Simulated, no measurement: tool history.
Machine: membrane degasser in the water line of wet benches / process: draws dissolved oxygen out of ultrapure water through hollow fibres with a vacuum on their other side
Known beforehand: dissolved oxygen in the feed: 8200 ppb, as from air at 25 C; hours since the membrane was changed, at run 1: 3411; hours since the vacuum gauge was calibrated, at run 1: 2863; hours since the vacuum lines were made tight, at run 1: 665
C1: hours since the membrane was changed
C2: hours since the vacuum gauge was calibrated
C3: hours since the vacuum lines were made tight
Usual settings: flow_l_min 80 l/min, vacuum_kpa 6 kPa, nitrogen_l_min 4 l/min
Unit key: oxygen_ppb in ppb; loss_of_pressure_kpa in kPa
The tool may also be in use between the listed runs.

{"run": 1, "day": 0.0, "flow_l_min": 80, "vacuum_kpa": 6, "nitrogen_l_min": 4, "C1": 3411, "C2": 2863, "C3": 665, "oxygen_ppb": 353.7, "loss_of_pressure_kpa": 57.69}
{"run": 2, "day": 11.917, "flow_l_min": 80, "vacuum_kpa": 6, "nitrogen_l_min": 4, "C1": 3697, "C2": 3149, "C3": 951, "oxygen_ppb": 358.3, "loss_of_pressure_kpa": 57.78}
{"day": 20.658, "done": "vacuum gauge calibrated"}
{"run": 3, "day": 25.979, "flow_l_min": 80, "vacuum_kpa": 6, "nitrogen_l_min": 7.89, "C1": 4034, "C2": 128, "C3": 1288, "oxygen_ppb": 303.7, "loss_of_pressure_kpa": 57.76}
{"run": 4, "day": 34.475, "flow_l_min": 80, "vacuum_kpa": 6, "nitrogen_l_min": 7.89, "C1": 4238, "C2": 332, "C3": 1492, "oxygen_ppb": 307.7, "loss_of_pressure_kpa": 57.85}
{"run": 5, "day": 48.042, "flow_l_min": 76, "vacuum_kpa": 6, "nitrogen_l_min": 4, "C1": 4563, "C2": 657, "C3": 1817, "oxygen_ppb": 351.1, "loss_of_pressure_kpa": 55.58}
{"run": 6, "day": 54.662, "flow_l_min": 76, "vacuum_kpa": 6, "nitrogen_l_min": 4, "C1": 4722, "C2": 816, "C3": 1976, "oxygen_ppb": 356.4, "loss_of_pressure_kpa": 55.81}
{"day": 67.804, "done": "vacuum gauge calibrated, once more"}
{"run": 7, "day": 68.925, "flow_l_min": 113, "vacuum_kpa": 6.26, "nitrogen_l_min": 7.51, "C1": 5064, "C2": 27, "C3": 2318, "oxygen_ppb": 485.3, "loss_of_pressure_kpa": 82.78}
{"run": 8, "day": 82.433, "flow_l_min": 113, "vacuum_kpa": 6.26, "nitrogen_l_min": 7.51, "C1": 5388, "C2": 351, "C3": 2642, "oxygen_ppb": 503.9, "loss_of_pressure_kpa": 83.8}
{"run": 9, "day": 96.754, "flow_l_min": 113, "vacuum_kpa": 6.31, "nitrogen_l_min": 2.88, "C1": 5732, "C2": 695, "C3": 2986, "oxygen_ppb": 641.3, "loss_of_pressure_kpa": 83.86}
{"run": 10, "day": 104.517, "flow_l_min": 113, "vacuum_kpa": 6.31, "nitrogen_l_min": 2.88, "C1": 5918, "C2": 881, "C3": 3172, "oxygen_ppb": 630.4, "loss_of_pressure_kpa": 84.12}
{"run": 11, "day": 117.458, "flow_l_min": 82, "vacuum_kpa": 4.27, "nitrogen_l_min": 2.82, "C1": 6229, "C2": 1192, "C3": 3483, "oxygen_ppb": 333.5, "loss_of_pressure_kpa": 61.4}

4 ways to go on from here, each from the tool as it stands after run 11. What would each give?
{"run": "A", "day": 124.879, "flow_l_min": 48, "vacuum_kpa": 6, "nitrogen_l_min": 4, "C1": 6407, "C2": 1370, "C3": 3661, "oxygen_ppb": "?", "loss_of_pressure_kpa": "?"}
{"run": "B", "day": 124.879, "flow_l_min": 122, "vacuum_kpa": 14.91, "nitrogen_l_min": 3.15, "C1": 6407, "C2": 1370, "C3": 3661, "oxygen_ppb": "?", "loss_of_pressure_kpa": "?"}
{"run": "C", "day": 124.879, "flow_l_min": 126, "vacuum_kpa": 4.02, "nitrogen_l_min": 8.24, "C1": 6407, "C2": 1370, "C3": 3661, "oxygen_ppb": "?", "loss_of_pressure_kpa": "?"}
{"run": "D", "day": 124.879, "flow_l_min": 82, "vacuum_kpa": 3.82, "nitrogen_l_min": 2.82, "C1": 6407, "C2": 1370, "C3": 3661, "oxygen_ppb": "?", "loss_of_pressure_kpa": "?"}

run=A oxygen_ppb=186.2 loss_of_pressure_kpa=35.8
run=B oxygen_ppb=1226.2 loss_of_pressure_kpa=91.16
run=C oxygen_ppb=514 loss_of_pressure_kpa=93.97
run=D oxygen_ppb=303.9 loss_of_pressure_kpa=61.16
The same runs, with their run-to-run variation unchanged, on a tool lacking any hidden condition would have given:
run=A oxygen_ppb=152.9 loss_of_pressure_kpa=33.28
run=B oxygen_ppb=1143.8 loss_of_pressure_kpa=84.75
run=C oxygen_ppb=417.1 loss_of_pressure_kpa=87.36
run=D oxygen_ppb=238 loss_of_pressure_kpa=56.87
